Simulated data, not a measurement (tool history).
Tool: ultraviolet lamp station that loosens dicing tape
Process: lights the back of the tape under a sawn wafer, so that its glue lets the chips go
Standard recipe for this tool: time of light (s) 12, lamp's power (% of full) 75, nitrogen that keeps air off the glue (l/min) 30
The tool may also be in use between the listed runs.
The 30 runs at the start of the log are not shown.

| run | day | time of light (s) | lamp's power (% of full) | nitrogen that keeps air off the glue (l/min) | hours of work of the lamp | hours of work since the window was cleaned | force that peels the tape off (N) | light that reached the tape (mJ/cm²) |
|---|---|---|---|---|---|---|---|---|
| 31 | 31.433 | 8 | 72 | 10 | 750 | 232 | 4.378 | 107 |
| 32 | 32.038 | 8 | 72 | 11 | 758 | 241 | 4.336 | 109 |
| 33 | 33.083 | 9 | 90 | 30 | 773 | 255 | 2.045 | 149 |
| 34 | 34.212 | 12 | 75 | 20 | 788 | 271 | 2.322 | 163 |
| 35 | 35.217 | 7 | 86 | 13 | 802 | 285 | 4.122 | 109 |
| 36 | 35.879 | 12 | 75 | 30 | 811 | 294 | 1.895 | 159 |
| 37 | 36.812 | 10 | 60 | 50 | 824 | 307 | 2.517 | 108 |
| 38 | 37.396 | 10 | 67 | 25 | 832 | 315 | 2.991 | 118 |
| 39 | 38.471 | 10 | 67 | 25 | 847 | 330 | 3.004 | 121 |
|  | 38.962 | lamp changed |
| 40 | 39.646 | 12 | 81 | 36 | 9 | 345 | 0.896 | 238 |
| 41 | 40.654 | 12 | 81 | 36 | 23 | 359 | 0.871 | 238 |
| 42 | 41.675 | 12 | 81 | 36 | 38 | 373 | 0.908 | 237 |

Alternative continuations, all from the tool just after run 42; predict every row:
| A | 42.95 | 16 | 62 | 26 | 55 | 391 | ? | ? |
| B | 42.95 | 7 | 98 | 36 | 55 | 391 | ? | ? |
| C | 42.95 | 7 | 81 | 36 | 55 | 391 | ? | ? |
| D | 42.95 | 12 | 81 | 14 | 55 | 391 | ? | ? |

| run | force that peels the tape off (N) | light that reached the tape (mJ/cm²) |
|---|---|---|
| A | 1.13 | 241 |
| B | 1.707 | 165 |
| C | 2.131 | 140 |
| D | 1.771 | 239 |
With no hidden state in the tool, these same runs would have given:
| run | force that peels the tape off (N) | light that reached the tape (mJ/cm²) |
|---|---|---|
| A | 0.977 | 260 |
| B | 1.511 | 179 |
| C | 1.922 | 151 |
| D | 1.578 | 258 |
